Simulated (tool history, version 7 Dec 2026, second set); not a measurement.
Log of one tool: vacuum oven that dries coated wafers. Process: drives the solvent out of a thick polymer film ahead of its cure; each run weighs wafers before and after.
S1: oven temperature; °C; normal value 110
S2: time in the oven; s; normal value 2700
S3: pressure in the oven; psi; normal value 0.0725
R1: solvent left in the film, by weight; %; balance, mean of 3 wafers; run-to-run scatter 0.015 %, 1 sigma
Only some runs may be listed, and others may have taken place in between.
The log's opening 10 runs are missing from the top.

run   hour   S1    S2      S3    R1
 11   82.9  110  2700  0.0725  1.51
 12   95.1  110  2700  0.0725  1.49
 13  101.2  110  2700  0.0725   1.5
 14  107.1  110  2700  0.0725   1.5
 15  117.3  110  2700  0.0725  1.51
 16  123.6  110  2700  0.0725  1.51
 17  132.9  110  2700  0.0725  1.51
 18    140  116  3480  0.0725  0.37
 19  148.8  121  1500  0.0641  1.14
 20  159.1  121  1500  0.0641  1.14

Expected results for the next run?
 21  165.5  121  1500  0.0641   ?

{"run 21": {"R1": 1.12}}
Take away the tool's hidden state, keep the run-to-run variation as it was, and the same run would have given R1 1.02 %.
